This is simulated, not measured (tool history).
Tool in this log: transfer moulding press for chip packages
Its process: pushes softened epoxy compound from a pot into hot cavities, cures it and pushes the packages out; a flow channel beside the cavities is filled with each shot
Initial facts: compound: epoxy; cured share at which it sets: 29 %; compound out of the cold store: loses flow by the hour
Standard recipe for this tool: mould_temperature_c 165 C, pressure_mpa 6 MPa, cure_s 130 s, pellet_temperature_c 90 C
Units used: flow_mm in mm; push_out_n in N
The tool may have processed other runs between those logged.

run	hour	mould_temperature_c	pressure_mpa	cure_s	pellet_temperature_c	incoming compound's hours out of the cold store	flow_mm	push_out_n
1	0	165	6	130	90	42.6	843	211
2	9.4	165	6	130	90	30.6	871	213
3	21.5	165	6	130	90	24.5	880	205
4	35.6	165	6	130	90	41.6	844	194
5	49.6	165	6	130	90	17.7	919	206
6	60.2	165	6	130	87	32.5	869	204
7	74.8	159	6	130	90	40.8	856	310
8	89.8	161	6	130	90	39.8	863	265
9	98	165	6	130	90	19	898	220
10	113.9	165	4.53	130	90	47.1	719	211
11	130.9	165	4.53	130	82	42.1	732	212
12	146.1	166	6	130	90	40.9	835	204
13	161.7	166	6	130	90	20.7	908	204
14	175.2	165	6	134	90	33.1	860	207
15	186.9	165	6	134	90	8.8	948	200
16	198.1	165	6	134	90	8.3	927	204
17	217.1	165	4.94	138	98	42.6	758	194
18	231.7	165	4.96	136	90	30.6	788	203
19	242.3	165	5.5	123	83	14.8	878	236
20	256.4	165	5.5	123	83	37.2	819	232
21	266.7	165	6.15	123	91	24.3	905	233
22	280.3	165	6	134	92	39.8	849	196
23	297.8	157	6	130	90	46.2	845	348
24	314.9	160	6	130	90	18.7	929	293
25	331.7	160	6	147	86	17.1	919	239
26	343.7	160	6	147	86	35.9	861	219
27	360.7	169	6	130	82	8	914	184
28	375.8	169	6	130	82	25.9	855	181

Removed from this log: 3 entries logged between the listed runs. Between which two listed runs does each belong, and how does the tool's hidden state at the listed run before it compare with that at the listed run after it?
From run 1 to run 2: cavities cleaned with cleaning compound and waxed (hour 9)
  pressure that reaches the compound, % of what is set: 99.76 -> 99.75; grip of the stained cavities, % over clean ones': 1.2 -> 0
From run 11 to run 12: cavities cleaned with cleaning compound and waxed (hour 135.6)
  pressure that reaches the compound, % of what is set: 99.69 -> 99.68; grip of the stained cavities, % over clean ones': 1.2 -> 0.3
From run 20 to run 21: cavities cleaned with cleaning compound and waxed (hour 262.5)
  grip of the stained cavities, % over clean ones': 1.2 -> 0.1
